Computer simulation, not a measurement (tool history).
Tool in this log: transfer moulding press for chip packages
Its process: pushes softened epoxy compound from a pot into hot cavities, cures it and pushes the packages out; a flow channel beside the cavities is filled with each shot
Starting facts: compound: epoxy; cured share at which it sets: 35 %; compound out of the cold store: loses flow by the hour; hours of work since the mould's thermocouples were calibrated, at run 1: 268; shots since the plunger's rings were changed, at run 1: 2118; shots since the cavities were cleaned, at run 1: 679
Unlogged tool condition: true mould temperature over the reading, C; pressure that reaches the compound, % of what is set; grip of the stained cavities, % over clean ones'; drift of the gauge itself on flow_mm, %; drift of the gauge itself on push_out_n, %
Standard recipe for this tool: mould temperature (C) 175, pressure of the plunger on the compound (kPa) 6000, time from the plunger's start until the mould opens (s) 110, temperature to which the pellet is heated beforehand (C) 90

run	day	mould temperature (C)	pressure of the plunger on the compound (kPa)	time from the plunger's start until the mould opens (s)	temperature to which the pellet is heated beforehand (C)	hours of work since the mould's thermocouples were calibrated	shots since the plunger's rings were changed	shots since the cavities were cleaned	incoming compound's hours out of the cold store	length that the compound runs in the flow channel (mm)	greatest force on the pins that push the packages out (N)
1	0.000	175	6000	110	90	268	2118	679	27.5	791	753
2	0.479	175	6000	110	90	277	2262	823	31.1	779	804
3	0.950	175	6000	110	90	286	2403	964	30.0	782	812
4	1.204	175	6000	138	90	291	2481	1042	14.9	825	792
# day 1.308: cavities cleaned with cleaning compound and waxed
5	1.529	175	6000	110	90	296	2559	67	16.4	820	513
6	2.012	175	6000	110	90	305	2705	213	20.2	806	589
# day 2.200: plunger's sealing rings changed
7	2.500	175	6000	110	90	312	90	327	13.5	855	661
8	2.967	175	6000	110	90	321	231	468	38.6	778	689
9	3.392	175	6000	110	98	329	358	595	16.3	844	736
10	3.788	175	6000	110	98	336	477	714	38.6	776	762
11	4.125	175	6000	110	98	343	579	816	45.9	756	782
12	4.646	175	6500	110	90	353	735	972	45.7	786	839
# day 4.967: cavities cleaned with cleaning compound and waxed
13	5.046	175	6500	136	90	359	837	24	31.5	826	448
14	5.383	175	6500	136	90	365	938	125	25.2	846	490
15	5.904	175	6500	136	90	375	1095	282	27.9	835	574
16	6.250	169	6000	148	88	382	1199	386	21.5	834	640
17	6.558	169	6000	148	93	388	1291	478	47.8	757	659
18	6.775	170	6450	94	83	392	1357	544	40.5	804	1221
19	7.150	182	5340	94	98	399	1469	656	15.8	774	730
20	7.462	182	5340	121	98	405	1563	750	37.4	716	692
21	7.867	168	5350	110	93	413	1685	872	26.4	772	1128
22	8.354	179	5580	106	97	422	1832	1019	47.8	707	783
# day 8.512: cavities cleaned with cleaning compound and waxed
23	8.792	175	6000	110	81	429	1944	84	43.0	755	533
24	9.275	172	6000	110	90	438	2090	230	30.4	793	697
25	9.708	175	4500	110	90	446	2219	359	21.9	703	688
26	10.133	175	4500	110	90	454	2347	487	33.7	672	710
27	10.471	175	4500	110	90	461	2449	589	23.7	696	761
28	10.854	175	7160	142	84	468	2564	704	35.6	840	685
29	11.233	176	4900	141	93	475	2677	817	32.8	697	738

4 ways to go on from here, each from the tool as it stands after run 29. What would each give?
# day 11.496: plunger's sealing rings changed
A	11.854	176	4900	144	93	485	108	973	33.9	?	?
# day 11.496: plunger's sealing rings changed
B	11.854	176	5000	141	83	485	108	973	14.1	?	?
# day 11.496: plunger's sealing rings changed
C	11.854	179	6240	141	93	485	108	973	22.7	?	?
# day 11.496: plunger's sealing rings changed
D	11.854	176	4900	141	99	485	108	973	46.6	?	?

run	length that the compound runs in the flow channel (mm)	greatest force on the pins that push the packages out (N)
A	715	751
B	776	758
C	833	750
D	681	761
Had the tool no hidden state, the same runs would have come out as:
run	length that the compound runs in the flow channel (mm)	greatest force on the pins that push the packages out (N)
A	714	416
B	776	421
C	833	419
D	681	423
